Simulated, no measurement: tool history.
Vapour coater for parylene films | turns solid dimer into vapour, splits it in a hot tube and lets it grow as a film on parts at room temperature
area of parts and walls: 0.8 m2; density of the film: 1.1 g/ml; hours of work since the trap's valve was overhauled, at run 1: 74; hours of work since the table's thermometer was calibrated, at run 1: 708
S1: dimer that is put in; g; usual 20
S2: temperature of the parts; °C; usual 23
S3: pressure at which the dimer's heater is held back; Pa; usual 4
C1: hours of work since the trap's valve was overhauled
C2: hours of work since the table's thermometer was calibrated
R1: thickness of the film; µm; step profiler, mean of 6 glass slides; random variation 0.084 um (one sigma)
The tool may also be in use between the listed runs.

{"run": 1, "day": 0.0, "S1": 20, "S2": 23, "S3": 4, "C1": 74, "C2": 708, "R1": 14.8}
{"run": 2, "day": 2.454, "S1": 20, "S2": 23, "S3": 4, "C1": 98, "C2": 733, "R1": 14.66}
{"run": 3, "day": 5.3, "S1": 20, "S2": 23, "S3": 4, "C1": 127, "C2": 762, "R1": 14.59}
{"run": 4, "day": 6.875, "S1": 20, "S2": 23, "S3": 4, "C1": 143, "C2": 777, "R1": 14.55}
{"run": 5, "day": 9.254, "S1": 20, "S2": 23, "S3": 4, "C1": 167, "C2": 802, "R1": 14.61}
{"run": 6, "day": 12.038, "S1": 20, "S2": 23, "S3": 7.39, "C1": 195, "C2": 830, "R1": 13.96}
{"run": 7, "day": 14.288, "S1": 11, "S2": 20, "S3": 2.71, "C1": 218, "C2": 853, "R1": 8.92}

Run 8 comes next. What will it give?
{"run": 8, "day": 17.279, "S1": 20, "S2": 23, "S3": 3.82, "C1": 248, "C2": 883, "R1": "?"}

{"run 8": {"R1": 14.51}}
Without the tool's hidden state the same run would have given R1 14.68 µm.
